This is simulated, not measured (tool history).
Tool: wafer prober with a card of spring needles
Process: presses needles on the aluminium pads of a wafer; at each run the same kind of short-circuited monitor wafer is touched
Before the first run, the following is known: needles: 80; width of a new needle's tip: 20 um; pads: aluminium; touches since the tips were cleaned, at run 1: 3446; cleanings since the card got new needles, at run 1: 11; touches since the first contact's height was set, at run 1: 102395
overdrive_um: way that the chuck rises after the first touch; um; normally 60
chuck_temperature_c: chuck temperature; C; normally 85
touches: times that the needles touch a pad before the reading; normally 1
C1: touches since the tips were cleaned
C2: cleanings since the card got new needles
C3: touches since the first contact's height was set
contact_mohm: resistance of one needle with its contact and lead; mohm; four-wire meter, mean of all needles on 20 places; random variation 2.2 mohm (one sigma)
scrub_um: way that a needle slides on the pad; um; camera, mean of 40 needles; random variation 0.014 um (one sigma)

Run 1, day 0: usual settings; C1 3446; C2 11; C3 102395. Result: contact_mohm 246 mohm, scrub_um 12.61 um.
Run 2, day 0.308: usual settings; C1 6104; C2 11; C3 105053. Result: contact_mohm 246 mohm, scrub_um 12.61 um.
At day 0.496: tips cleaned on abrasive film.
Run 3, day 0.546: usual settings; C1 420; C2 12; C3 107035. Result: contact_mohm 247 mohm, scrub_um 12.6 um.
Run 4, day 1.012: usual settings; C1 4441; C2 12; C3 111056. Result: contact_mohm 249 mohm, scrub_um 12.59 um.
At day 1.375: tips cleaned on abrasive film.
Run 5, day 1.475: usual settings; C1 865; C2 13; C3 115000. Result: contact_mohm 249 mohm, scrub_um 12.59 um.
Run 6, day 1.933: usual settings; C1 4801; C2 13; C3 118936. Result: contact_mohm 247 mohm, scrub_um 12.6 um.
Run 7, day 2.179: usual settings; C1 6917; C2 13; C3 121052. Result: contact_mohm 244 mohm, scrub_um 12.59 um.
At day 2.271: tips cleaned on abrasive film.
Run 8, day 2.546: usual settings but chuck_temperature_c 81 C, touches 2; C1 2382; C2 14; C3 124158. Result: contact_mohm 243 mohm, scrub_um 12.65 um.
Run 9, day 2.771: usual settings but overdrive_um 44 um, chuck_temperature_c 119 C, touches 3; C1 4319; C2 14; C3 126095. Result: contact_mohm 262 mohm, scrub_um 9.26 um.
Run 10, day 3.075: usual settings but overdrive_um 46 um, chuck_temperature_c 76 C, touches 2; C1 6917; C2 14; C3 128693. Result: contact_mohm 248 mohm, scrub_um 9.73 um.
At day 3.162: tips cleaned on abrasive film.
Run 11, day 3.558: usual settings but overdrive_um 46 um, chuck_temperature_c 76 C, touches 2; C1 3390; C2 15; C3 132794. Result: contact_mohm 249 mohm, scrub_um 9.71 um.
Run 12, day 3.921: usual settings but overdrive_um 46 um, chuck_temperature_c 76 C, touches 2; C1 6527; C2 15; C3 135931. Result: contact_mohm 251 mohm, scrub_um 9.7 um.

3 ways to go on from here, each from the tool as it stands after run 12. What would each give?
At day 4.062: tips cleaned on abrasive film.
Run A, day 4.312: usual settings but overdrive_um 46 um, chuck_temperature_c 53 C, touches 2; C1 2150; C2 16; C3 139239. Result: contact_mohm ?, scrub_um ?.
At day 4.062: tips cleaned on abrasive film.
Run B, day 4.312: usual settings but overdrive_um 72 um, chuck_temperature_c 43 C; C1 2150; C2 16; C3 139239. Result: contact_mohm ?, scrub_um ?.
At day 4.062: tips cleaned on abrasive film.
Run C, day 4.312: usual settings but overdrive_um 46 um, chuck_temperature_c 34 C, touches 2; C1 2150; C2 16; C3 139239. Result: contact_mohm ?, scrub_um ?.

run  contact_mohm  scrub_um
  A           247      9.72
  B           230      15.2
  C           238      9.71
Without the tool's hidden state the same runs would have given:
run  contact_mohm  scrub_um
  A           246      9.66
  B           230     15.11
  C           238      9.65
